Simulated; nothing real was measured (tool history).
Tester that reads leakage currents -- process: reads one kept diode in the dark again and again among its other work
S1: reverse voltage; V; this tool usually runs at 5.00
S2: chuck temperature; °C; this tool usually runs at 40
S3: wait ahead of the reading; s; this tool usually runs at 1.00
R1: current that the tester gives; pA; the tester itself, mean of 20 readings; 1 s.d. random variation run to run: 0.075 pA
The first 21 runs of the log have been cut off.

run    hour    S1  S2    S3     R1
 22  1525.1  2.61  35  9.40  10.81
 23  1593.4  5.00  36  3.59  18.52
 24  1690.3  5.00  36  3.59  19.18
 25  1744.4  5.00  23  0.51  12.45
 26  1818.4  5.00  23  0.51  12.91
 27  1926.8  5.00  23  0.51  13.44
 28  2014.6  4.22  50  5.18  40.45
 29  2067.8  5.57  48  0.82  44.77
 30  2149.7  1.61  22  3.43   5.01
 31  2205.4  1.61  22  3.43   5.06
     2288.2  -- tester calibrated
 32  2307.8  1.61  22  3.43   5.36
 33  2399.4  5.00  20  1.00  14.55
 34  2490.4  3.36  35  1.60  17.40
 35  2588.0  5.00  40  4.51  29.76

Predict each of these 4 candidate next runs independently; none follows another, all start after run 35:
  A  2646.3  16.66  40  4.51   ?
  B  2646.3   1.47  40  4.51   ?
  C  2646.3   5.00  26  4.51   ?
  D  2646.3   5.00  33  5.22   ?

run     R1
  A  76.49
  B  12.43
  C  17.73
  D  22.39
The same runs, with their run-to-run variation unchanged, on a tool lacking any hidden condition would have given:
run     R1
  A  36.98
  B   8.60
  C   6.12
  D  10.49
